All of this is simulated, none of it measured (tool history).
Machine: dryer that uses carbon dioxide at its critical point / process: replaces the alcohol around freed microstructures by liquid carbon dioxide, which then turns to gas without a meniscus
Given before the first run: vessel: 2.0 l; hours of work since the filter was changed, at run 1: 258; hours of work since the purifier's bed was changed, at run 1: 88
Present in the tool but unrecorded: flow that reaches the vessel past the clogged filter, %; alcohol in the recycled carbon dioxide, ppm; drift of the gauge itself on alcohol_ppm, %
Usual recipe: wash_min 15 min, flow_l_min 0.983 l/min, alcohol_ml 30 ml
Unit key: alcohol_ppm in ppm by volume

run   hour  wash_min  flow_l_min  alcohol_ml  hours of work since the filter was changed  hours of work since the purifier's bed was changed  alcohol_ppm
  1    0.0        15       0.983          30                                         258                                                  88           43
  2   12.6        15       0.983          30                                         267                                                  98           42
  3   28.4        15       0.983          30                                         280                                                 110           43
  4   45.9        15       0.983          30                                         293                                                 124           46
  5   59.3        15       0.983          30                                         304                                                 134           53
  6   74.7        15       0.983          30                                         316                                                 146           56
  7   84.7        15       0.983          30                                         324                                                 154           57
  8  102.7        15       0.596          30                                         338                                                 168          418
  9  122.9        15       0.596          30                                         353                                                 184          431
 10  135.9        15       0.983          30                                         363                                                 194           67
 11  150.3        15       0.983          30                                         375                                                 205           63
 12  172.0        15       0.983          30                                         392                                                 222           81
     188.2  -- inlet filter changed
 13  188.2        15       0.983          30                                           0                                                 234           37
 14  198.7        15       0.983          30                                           8                                                 242           51
 15  210.9        15       0.983          30                                          18                                                 251           43
 16  223.6        15       0.983          30                                          28                                                 261           52
 17  242.4        15       0.610          30                                          42                                                 276          246
 18  258.8        15       1.453          30                                          55                                                 289           33
 19  278.6        15       1.453          30                                          70                                                 304           36
 20  295.7        15       1.453          30                                          84                                                 317           44
 21  315.3        15       1.453          30                                          99                                                 333           37
 22  337.0        15       1.453          30                                         116                                                 350           39
 23  354.1        15       1.453          30                                         129                                                 363           54
 24  366.9        15       1.613          30                                         139                                                 373           45
 25  377.8        15       1.613          30                                         148                                                 381           44
 26  388.8        10       0.899          25                                         156                                                 390          269
 27  400.6        15       0.744          22                                         165                                                 399          121
 28  414.5         9       0.886          23                                         176                                                 410          381
 29  430.2         9       0.886          23                                         188                                                 422          383
 30  450.5        12       0.756          25                                         204                                                 438          287
 31  466.3        12       0.771          55                                         217                                                 450          540
 32  484.1         9       0.771          88                                         230                                                 464         2203
 33  503.4         9       0.771          88                                         245                                                 479         2256
 34  514.5        16       0.771          25                                         254                                                 488          120
 35  526.1         9       1.458          70                                         263                                                 497          188
 36  546.6        12       0.617          21                                         279                                                 513          537
 37  563.0        12       0.617          21                                         292                                                 526          533
 38  579.4        20       1.581          23                                         305                                                 538           63
 39  595.6        18       0.935          37                                         317                                                 551           83
 40  612.1        18       0.935          37                                         330                                                 564           87
     624.9  -- purifier's bed changed
 41  630.5        11       0.983          76                                         342                                                   4          450
 42  644.0        11       0.983          76                                         353                                                  15          437
 43  661.4         9       0.619          56                                         366                                                  28         2948
 44  680.5         9       0.619          56                                         381                                                  43         2960
 45  694.3        10       0.619          56                                         392                                                  54         2410
 46  703.1        22       0.701          56                                         399                                                  61           64
     711.0  -- inlet filter changed
 47  714.0        15       0.983          30                                           2                                                  69           36

Forecast each of these 4 alternatives for the next run:
  A  735.0        15       0.927          30                                          19                                                  85            ?
  B  735.0        23       1.569          30                                          19                                                  85            ?
  C  735.0        14       1.595          47                                          19                                                  85            ?
  D  735.0        22       1.190          55                                          19                                                  85            ?

run  alcohol_ppm
  A           37
  B           13
  C           10
  D           17
Without the tool's hidden state the same runs would have given:
run  alcohol_ppm
  A           25
  B            3
  C            0
  D            6
